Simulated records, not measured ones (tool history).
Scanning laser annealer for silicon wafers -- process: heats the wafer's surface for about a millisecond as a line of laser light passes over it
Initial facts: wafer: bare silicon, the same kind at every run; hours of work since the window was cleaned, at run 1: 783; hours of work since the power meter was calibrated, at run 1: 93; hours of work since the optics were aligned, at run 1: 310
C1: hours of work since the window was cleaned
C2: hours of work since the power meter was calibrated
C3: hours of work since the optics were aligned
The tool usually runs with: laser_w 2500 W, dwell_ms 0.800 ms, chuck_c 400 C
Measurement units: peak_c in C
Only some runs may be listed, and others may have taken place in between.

run 1 hour=0.0 | laser_w=2500 dwell_ms=0.800 chuck_c=400 | C1=783 C2=93 C3=310 | peak_c=1147
run 2 hour=8.3 | laser_w=2500 dwell_ms=0.800 chuck_c=400 | C1=786 C2=97 C3=313 | peak_c=1147
run 3 hour=14.2 | laser_w=2500 dwell_ms=0.800 chuck_c=400 | C1=789 C2=99 C3=316 | peak_c=1145
run 4 hour=23.1 | laser_w=2500 dwell_ms=0.800 chuck_c=400 | C1=792 C2=103 C3=320 | peak_c=1145
run 5 hour=28.5 | laser_w=2500 dwell_ms=0.800 chuck_c=386 | C1=795 C2=105 C3=322 | peak_c=1135
run 6 hour=37.6 | laser_w=2500 dwell_ms=0.904 chuck_c=400 | C1=798 C2=109 C3=326 | peak_c=1201
run 7 hour=44.6 | laser_w=2440 dwell_ms=0.904 chuck_c=400 | C1=801 C2=112 C3=329 | peak_c=1179
run 8 hour=54.7 | laser_w=2500 dwell_ms=0.800 chuck_c=400 | C1=806 C2=116 C3=333 | peak_c=1146
run 9 hour=64.3 | laser_w=2500 dwell_ms=0.800 chuck_c=400 | C1=810 C2=120 C3=337 | peak_c=1145
run 10 hour=69.6 | laser_w=2500 dwell_ms=0.800 chuck_c=400 | C1=812 C2=123 C3=339 | peak_c=1147
run 11 hour=75.6 | laser_w=2500 dwell_ms=0.800 chuck_c=400 | C1=814 C2=125 C3=341 | peak_c=1144
run 12 hour=80.0 | laser_w=2500 dwell_ms=0.800 chuck_c=400 | C1=816 C2=127 C3=343 | peak_c=1145
run 13 hour=87.2 | laser_w=2500 dwell_ms=0.800 chuck_c=368 | C1=819 C2=130 C3=346 | peak_c=1113
run 14 hour=93.9 | laser_w=2500 dwell_ms=0.800 chuck_c=368 | C1=822 C2=133 C3=349 | peak_c=1116
run 15 hour=99.1 | laser_w=2500 dwell_ms=0.828 chuck_c=400 | C1=824 C2=135 C3=351 | peak_c=1158
run 16 hour=105.5 | laser_w=2500 dwell_ms=0.828 chuck_c=400 | C1=827 C2=138 C3=354 | peak_c=1158
run 17 hour=115.6 | laser_w=2500 dwell_ms=0.828 chuck_c=400 | C1=831 C2=142 C3=358 | peak_c=1159
run 18 hour=122.0 | laser_w=2500 dwell_ms=0.828 chuck_c=431 | C1=834 C2=144 C3=361 | peak_c=1189
-- hour=127.7 optics aligned, line set to its width
run 19 hour=133.4 | laser_w=2500 dwell_ms=0.828 chuck_c=431 | C1=836 C2=147 C3=2 | peak_c=1191
run 20 hour=140.2 | laser_w=2500 dwell_ms=0.828 chuck_c=431 | C1=839 C2=150 C3=5 | peak_c=1187
run 21 hour=145.1 | laser_w=2500 dwell_ms=0.828 chuck_c=431 | C1=841 C2=152 C3=7 | peak_c=1187
run 22 hour=151.4 | laser_w=2500 dwell_ms=0.828 chuck_c=431 | C1=844 C2=155 C3=10 | peak_c=1191
run 23 hour=159.2 | laser_w=2376 dwell_ms=0.992 chuck_c=373 | C1=847 C2=158 C3=13 | peak_c=1166
-- hour=167.6 optics aligned, line set to its width, once more
run 24 hour=174.2 | laser_w=2376 dwell_ms=0.992 chuck_c=373 | C1=851 C2=162 C3=3 | peak_c=1169
run 25 hour=182.8 | laser_w=2376 dwell_ms=0.576 chuck_c=429 | C1=855 C2=166 C3=6 | peak_c=1009
run 26 hour=187.7 | laser_w=2376 dwell_ms=0.753 chuck_c=429 | C1=857 C2=168 C3=8 | peak_c=1109
run 27 hour=193.8 | laser_w=2376 dwell_ms=0.753 chuck_c=429 | C1=860 C2=170 C3=11 | peak_c=1107
run 28 hour=203.0 | laser_w=2376 dwell_ms=0.753 chuck_c=429 | C1=863 C2=174 C3=15 | peak_c=1104
run 29 hour=209.3 | laser_w=2342 dwell_ms=0.606 chuck_c=398 | C1=866 C2=177 C3=17 | peak_c=987
run 30 hour=213.8 | laser_w=2462 dwell_ms=0.907 chuck_c=417 | C1=868 C2=179 C3=19 | peak_c=1202
-- hour=216.6 window over the wafer cleaned
run 31 hour=221.5 | laser_w=2468 dwell_ms=0.613 chuck_c=417 | C1=2 C2=181 C3=22 | peak_c=1059
run 32 hour=227.9 | laser_w=2468 dwell_ms=0.834 chuck_c=417 | C1=5 C2=184 C3=24 | peak_c=1186
run 33 hour=232.1 | laser_w=2468 dwell_ms=0.834 chuck_c=417 | C1=6 C2=185 C3=26 | peak_c=1184
run 34 hour=240.3 | laser_w=2301 dwell_ms=0.758 chuck_c=380 | C1=10 C2=189 C3=30 | peak_c=1048
run 35 hour=246.1 | laser_w=2301 dwell_ms=0.758 chuck_c=380 | C1=12 C2=191 C3=32 | peak_c=1049
run 36 hour=253.3 | laser_w=2301 dwell_ms=0.993 chuck_c=385 | C1=15 C2=194 C3=35 | peak_c=1173
run 37 hour=262.6 | laser_w=2301 dwell_ms=0.762 chuck_c=383 | C1=19 C2=198 C3=39 | peak_c=1053
run 38 hour=270.2 | laser_w=2231 dwell_ms=0.778 chuck_c=433 | C1=22 C2=201 C3=42 | peak_c=1088
run 39 hour=277.3 | laser_w=2231 dwell_ms=0.778 chuck_c=433 | C1=25 C2=204 C3=45 | peak_c=1090
run 40 hour=284.1 | laser_w=2139 dwell_ms=0.786 chuck_c=421 | C1=28 C2=207 C3=48 | peak_c=1053
run 41 hour=291.7 | laser_w=2607 dwell_ms=0.684 chuck_c=421 | C1=31 C2=210 C3=51 | peak_c=1151

Hidden state at the last listed run before each entry between runs and at the first one after, where it differs:
Logged between run 18 and run 19: optics aligned, line set to its width (hour 127.7)
  laser's true power over the reading, %: -0.07 -> -0.08; width of the line over the set one, %: 0.35 -> 0.56
  what was measured, less what the result would be without the hidden state, peak_c: -23 -> -24 C
Logged between run 23 and run 24: optics aligned, line set to its width, once more (hour 167.6)
  light that passes the window, % of a clean one's: 97.57 -> 97.55; width of the line over the set one, %: 0.57 -> 0.17
  what was measured, less what the result would be without the hidden state, peak_c: -26 -> -24 C
Logged between run 30 and run 31: window over the wafer cleaned (hour 216.6)
  light that passes the window, % of a clean one's: 97.51 -> 99.41; laser's true power over the reading, %: -0.09 -> -0.1
  what was measured, less what the result would be without the hidden state, peak_c: -24 -> -6 C
